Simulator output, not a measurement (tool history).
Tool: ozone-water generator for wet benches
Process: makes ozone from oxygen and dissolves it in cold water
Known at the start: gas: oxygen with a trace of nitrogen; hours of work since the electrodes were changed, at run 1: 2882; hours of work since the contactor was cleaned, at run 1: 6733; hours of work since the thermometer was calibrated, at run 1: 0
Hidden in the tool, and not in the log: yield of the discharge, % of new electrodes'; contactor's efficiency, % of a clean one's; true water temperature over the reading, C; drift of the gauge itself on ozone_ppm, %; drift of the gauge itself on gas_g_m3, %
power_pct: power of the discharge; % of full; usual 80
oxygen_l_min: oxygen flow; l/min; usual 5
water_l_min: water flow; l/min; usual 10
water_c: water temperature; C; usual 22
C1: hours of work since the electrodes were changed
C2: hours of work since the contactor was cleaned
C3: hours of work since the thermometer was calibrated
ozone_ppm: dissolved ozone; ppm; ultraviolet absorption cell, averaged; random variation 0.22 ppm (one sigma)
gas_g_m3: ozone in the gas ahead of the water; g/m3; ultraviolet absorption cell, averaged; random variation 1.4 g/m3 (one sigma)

{"run": 1, "day": 0.0, "power_pct": 80, "oxygen_l_min": 5, "water_l_min": 10, "water_c": 22, "C1": 2882, "C2": 6733, "C3": 0, "ozone_ppm": 29.3, "gas_g_m3": 239.8}
{"run": 2, "day": 4.054, "power_pct": 80, "oxygen_l_min": 5, "water_l_min": 10, "water_c": 22, "C1": 2962, "C2": 6813, "C3": 80, "ozone_ppm": 29, "gas_g_m3": 241.7}
{"run": 3, "day": 8.388, "power_pct": 80, "oxygen_l_min": 5, "water_l_min": 10, "water_c": 22, "C1": 3048, "C2": 6899, "C3": 166, "ozone_ppm": 29.5, "gas_g_m3": 236.9}
{"run": 4, "day": 12.171, "power_pct": 80, "oxygen_l_min": 5, "water_l_min": 10, "water_c": 22, "C1": 3123, "C2": 6974, "C3": 241, "ozone_ppm": 29.3, "gas_g_m3": 238}
{"run": 5, "day": 14.067, "power_pct": 80, "oxygen_l_min": 5, "water_l_min": 10, "water_c": 22, "C1": 3161, "C2": 7012, "C3": 279, "ozone_ppm": 29.3, "gas_g_m3": 239.7}
{"run": 6, "day": 16.021, "power_pct": 80, "oxygen_l_min": 5, "water_l_min": 10, "water_c": 22, "C1": 3199, "C2": 7050, "C3": 318, "ozone_ppm": 29.2, "gas_g_m3": 240.2}
{"run": 7, "day": 18.471, "power_pct": 80, "oxygen_l_min": 5, "water_l_min": 13, "water_c": 22, "C1": 3248, "C2": 7099, "C3": 366, "ozone_ppm": 24.5, "gas_g_m3": 237.9}
{"run": 8, "day": 21.992, "power_pct": 80, "oxygen_l_min": 2.99, "water_l_min": 10, "water_c": 22, "C1": 3318, "C2": 7169, "C3": 436, "ozone_ppm": 29.6, "gas_g_m3": 296.8}
{"run": 9, "day": 26.262, "power_pct": 80, "oxygen_l_min": 5, "water_l_min": 10, "water_c": 29, "C1": 3402, "C2": 7254, "C3": 521, "ozone_ppm": 24.8, "gas_g_m3": 234.9}
{"run": 10, "day": 29.604, "power_pct": 80, "oxygen_l_min": 5, "water_l_min": 10, "water_c": 22, "C1": 3469, "C2": 7320, "C3": 587, "ozone_ppm": 29, "gas_g_m3": 237.2}
{"run": 11, "day": 32.483, "power_pct": 80, "oxygen_l_min": 5, "water_l_min": 10, "water_c": 22, "C1": 3526, "C2": 7377, "C3": 644, "ozone_ppm": 29.2, "gas_g_m3": 236.9}
{"run": 12, "day": 36.333, "power_pct": 80, "oxygen_l_min": 5, "water_l_min": 10, "water_c": 22, "C1": 3602, "C2": 7453, "C3": 721, "ozone_ppm": 29, "gas_g_m3": 235.3}
{"run": 13, "day": 40.483, "power_pct": 41, "oxygen_l_min": 5, "water_l_min": 10, "water_c": 22, "C1": 3685, "C2": 7536, "C3": 803, "ozone_ppm": 21, "gas_g_m3": 169.5}
{"run": 14, "day": 44.717, "power_pct": 80, "oxygen_l_min": 5, "water_l_min": 10, "water_c": 22, "C1": 3769, "C2": 7620, "C3": 887, "ozone_ppm": 28.7, "gas_g_m3": 234.6}
{"run": 15, "day": 47.508, "power_pct": 80, "oxygen_l_min": 5, "water_l_min": 10, "water_c": 22, "C1": 3824, "C2": 7675, "C3": 942, "ozone_ppm": 28.8, "gas_g_m3": 232}
{"run": 16, "day": 50.296, "power_pct": 80, "oxygen_l_min": 5, "water_l_min": 10, "water_c": 22, "C1": 3879, "C2": 7730, "C3": 998, "ozone_ppm": 28.5, "gas_g_m3": 232.3}
{"run": 17, "day": 52.517, "power_pct": 80, "oxygen_l_min": 5, "water_l_min": 10, "water_c": 22, "C1": 3923, "C2": 7774, "C3": 1042, "ozone_ppm": 28.9, "gas_g_m3": 234.4}
{"run": 18, "day": 56.258, "power_pct": 80, "oxygen_l_min": 5, "water_l_min": 8, "water_c": 16, "C1": 3997, "C2": 7849, "C3": 1116, "ozone_ppm": 37.2, "gas_g_m3": 234.4}
{"run": 19, "day": 59.5, "power_pct": 80, "oxygen_l_min": 5, "water_l_min": 8, "water_c": 16, "C1": 4062, "C2": 7913, "C3": 1180, "ozone_ppm": 37.4, "gas_g_m3": 233.5}
{"run": 20, "day": 61.512, "power_pct": 80, "oxygen_l_min": 5, "water_l_min": 8, "water_c": 16, "C1": 4102, "C2": 7953, "C3": 1220, "ozone_ppm": 37.5, "gas_g_m3": 231.5}

The next listed run, before its measurement:
{"run": 21, "day": 64.458, "power_pct": 90, "oxygen_l_min": 2.63, "water_l_min": 8, "water_c": 18, "C1": 4160, "C2": 8011, "C3": 1278, "ozone_ppm": "?", "gas_g_m3": "?"}

{"run 21": {"ozone_ppm": 37.6, "gas_g_m3": 324.4}}
Without the tool's hidden state the same run would have given ozone_ppm 43 ppm, gas_g_m3 358.4 g/m3.
